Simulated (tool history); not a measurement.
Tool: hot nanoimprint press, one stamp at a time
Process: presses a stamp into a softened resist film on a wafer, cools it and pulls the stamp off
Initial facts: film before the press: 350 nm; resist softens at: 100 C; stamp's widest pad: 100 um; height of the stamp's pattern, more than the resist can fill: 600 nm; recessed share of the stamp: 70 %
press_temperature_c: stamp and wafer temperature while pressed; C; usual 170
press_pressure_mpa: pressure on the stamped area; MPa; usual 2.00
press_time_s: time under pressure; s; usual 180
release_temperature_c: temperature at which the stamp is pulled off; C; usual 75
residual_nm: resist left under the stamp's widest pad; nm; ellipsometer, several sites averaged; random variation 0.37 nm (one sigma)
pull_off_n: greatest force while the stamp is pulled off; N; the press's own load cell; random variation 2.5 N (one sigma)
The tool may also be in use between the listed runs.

run,day,press_temperature_c,press_pressure_mpa,press_time_s,release_temperature_c,residual_nm,pull_off_n
1,0.000,170,2.00,180,75,127.3,178
2,0.288,166,2.00,180,75,148.1,180
3,0.704,170,2.00,180,75,127.2,188
4,1.088,170,2.71,180,75,107.5,183
5,1.483,170,2.71,180,75,107.2,184
6,1.838,170,2.71,180,75,107.2,182
7,2.238,170,2.71,180,75,107.3,189
8,2.542,170,2.71,180,75,107.8,188
9,2.762,170,2.00,180,75,127.0,190
10,3.146,170,2.00,180,75,126.5,195
11,3.467,170,3.18,180,76,98.4,190
12,3.900,170,3.18,163,80,101.9,169
13,4.221,170,1.46,180,75,150.4,196
14,4.633,170,1.46,180,75,149.8,197
15,4.979,170,1.46,180,75,149.9,197
16,5.192,170,1.46,180,75,149.6,200
17,5.579,170,1.46,180,75,149.5,205
18,5.871,178,2.72,111,68,95.0,247
19,6.183,178,2.72,111,68,95.1,247
20,6.421,178,1.46,111,66,133.7,261

Predict each of these 4 candidate next runs independently; none follows another, all start after run 20:
A,6.821,172,1.46,111,66,?,?
B,6.821,161,1.41,180,78,?,?
C,6.821,166,1.83,180,80,?,?
D,6.821,178,1.37,341,66,?,?

run,residual_nm,pull_off_n
A,164.5,252
B,211.0,185
C,154.2,180
D,90.9,264
The same runs, with their run-to-run variation unchanged, on a tool lacking any hidden condition would have given:
run,residual_nm,pull_off_n
A,164.8,198
B,211.5,145
C,154.3,141
D,91.0,207
